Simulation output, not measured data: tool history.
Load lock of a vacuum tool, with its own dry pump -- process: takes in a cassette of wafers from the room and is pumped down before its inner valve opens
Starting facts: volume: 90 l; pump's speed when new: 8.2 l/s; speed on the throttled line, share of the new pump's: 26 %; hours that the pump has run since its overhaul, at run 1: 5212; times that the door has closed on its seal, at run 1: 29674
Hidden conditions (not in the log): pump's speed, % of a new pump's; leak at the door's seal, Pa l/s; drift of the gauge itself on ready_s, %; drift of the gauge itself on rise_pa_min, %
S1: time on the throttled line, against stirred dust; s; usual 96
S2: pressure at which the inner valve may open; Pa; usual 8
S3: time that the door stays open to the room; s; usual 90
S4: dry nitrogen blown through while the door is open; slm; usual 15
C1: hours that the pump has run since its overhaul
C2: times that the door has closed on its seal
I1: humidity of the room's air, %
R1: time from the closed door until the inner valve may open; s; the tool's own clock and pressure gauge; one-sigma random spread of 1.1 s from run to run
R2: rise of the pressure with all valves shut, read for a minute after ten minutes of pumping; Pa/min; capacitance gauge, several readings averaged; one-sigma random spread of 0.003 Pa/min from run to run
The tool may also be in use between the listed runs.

run,day,S1,S2,S3,S4,C1,C2,I1,R1,R2
1,0,96,8,90,15,5212,29674,47.4,174.2,0.024
2,18.846,96,8,90,15,5664,31766,44.8,175.5,0.019
3,33.704,96,8,90,15,6020,33416,44.8,177.1,0.024
4,49.567,96,8,90,15,6401,35177,42.8,173.2,0.022
5,59.958,177,8,90,15,6650,36331,45.3,236.6,0.025
6,72.442,96,8,90,15,6950,37717,45.9,174.1,0.025
7,80.267,96,8,90,17,7138,38586,40.6,175.5,0.024
8,93.321,140,8,90,17,7451,40035,49.2,205.5,0.026
9,103.183,140,8,90,17,7688,41130,47.8,208.4,0.027
10,112.542,96,8,90,15,7913,42169,44.1,174.4,0.018
11,131.558,96,8,90,15,8369,44280,45.8,173.8,0.026
12,147.933,96,8,90,6,8762,46098,50.2,175.7,0.031
13,157.462,88,8,90,6,8991,47156,46.4,169.3,0.033
14,168.325,88,8,90,6,9251,48362,42.4,169.5,0.028
# day 185.154: door's seal changed, seat wiped
15,185.154,88,8,90,6,9654,0,44.9,169.6,0.025
16,203.504,88,8,90,6,10094,2038,47.7,168.4,0.029
17,212.233,88,8,90,6,10304,3007,46,167.7,0.026
18,227.212,88,8,90,6,10663,4670,47.3,171.5,0.029
19,237.775,96,8,90,15,10917,5843,47.1,175.5,0.025
20,254.046,95,8,90,15,11307,7649,44.3,174.6,0.02
21,271.679,151,7,101,29,11730,9607,45.5,216.2,0.022
22,288.4,96,8,47,15,12132,11463,45.3,174.6,0.015
23,302.2,96,8,33,15,12463,12996,43.2,176.7,0.021
24,310.683,96,9,54,15,12666,13938,43.2,173.8,0.017
25,327.808,120,8,90,29,13077,15839,45,191.7,0.023
26,338.408,120,8,43,7,13332,17016,48.8,193.5,0.022
# day 345.008: dry pump taken out, an overhauled one fitted
27,348.288,96,8,181,6,79,18085,46.2,174.7,0.041
28,365.962,96,8,181,4,503,20047,44.1,174.9,0.041
29,376.233,71,14,67,10,749,21187,49.2,150,0.025
30,385.375,51,8,47,33,969,22202,42.6,143.6,0.012
31,401.467,51,8,47,33,1355,23989,43.3,141.3,0.017
32,416.038,51,8,47,33,1705,25607,45.1,142.3,0.013
33,428.162,51,9,47,7,1996,26953,44.7,141.3,0.016
34,440.088,51,9,47,7,2282,28277,48.2,140.1,0.022
35,453.188,96,7,115,15,2596,29731,44,177.4,0.026
36,465.758,159,8,90,15,2898,31127,45.1,222.7,0.022
37,484.258,159,6,72,15,3342,33180,44.1,226,0.022
38,494.596,159,6,225,10,3590,34329,43.8,222.3,0.042

3 ways to go on from here, each from the tool as it stands after run 38. What would each give?
A,512.392,176,8,90,15,4017,36304,45.3,?,?
B,512.392,180,8,49,15,4017,36304,44.1,?,?
C,512.392,129,9,225,20,4017,36304,45.3,?,?

run,R1,R2
A,234.9,0.026
B,240.1,0.017
C,199.1,0.031
Had the tool no hidden state, the same runs would have come out as:
run,R1,R2
A,234.9,0.025
B,240.1,0.016
C,199.1,0.03
